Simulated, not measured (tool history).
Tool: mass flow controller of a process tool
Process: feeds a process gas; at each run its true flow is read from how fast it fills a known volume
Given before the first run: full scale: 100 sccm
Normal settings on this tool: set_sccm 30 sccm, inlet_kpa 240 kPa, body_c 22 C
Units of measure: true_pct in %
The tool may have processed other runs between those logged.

run	hour	set_sccm	inlet_kpa	body_c	true_pct
1	0	30	240	22	97.7
2	165.2	30	176	22	97.43
3	335	30	176	22	97.19
4	521.3	30	176	22	97.19
5	723.1	30	240	22	97.31
6	920.5	30	240	22	97.32
7	1015	30	197	22	97.22
8	1117.2	30	240	22	97.15
9	1260	30	240	22	97.27
10	1475.1	30	240	34	97.7
11	1685.6	30	240	22	97.12
12	1871.7	30	272	22	97.18
13	2070.1	30	206	22	96.78
14	2208.2	30	206	22	96.82
15	2346.8	30	206	22	96.67
16	2496.1	30	206	22	96.64
17	2622	30	149	22	96.42
18	2840.9	30	149	22	96.32
19	3054.3	30	240	22	96.47
20	3147.9	30	204	22	96.45
21	3300.9	30	215	22	96.38
22	3432.5	30	169	22	96.23
23	3539.1	30	240	22	96.33
24	3651.1	30	240	34	96.95
25	3852.7	30	142	34	96.81
26	3999.8	93	189	33	99.02
27	4161.7	24	215	25	95.73
28	4320.5	30	258	25	96.4
29	4513.4	30	258	23	96.26
30	4689.2	30	258	23	96.18
31	4914.2	11	258	23	91.39
32	5127.8	51	192	25	97.33
33	5259.9	18	192	25	93.87
34	5483.4	18	192	25	93.9
35	5694.4	18	192	25	93.71
36	5793.8	18	192	25	93.61
37	6006.1	30	152	22	95.39

Expected results for the next run?
38	6211	80	262	37	?

Run 38 gave true_pct 98.96 %.
With no hidden state in the tool, this same run would have given true_pct 100.58 %.
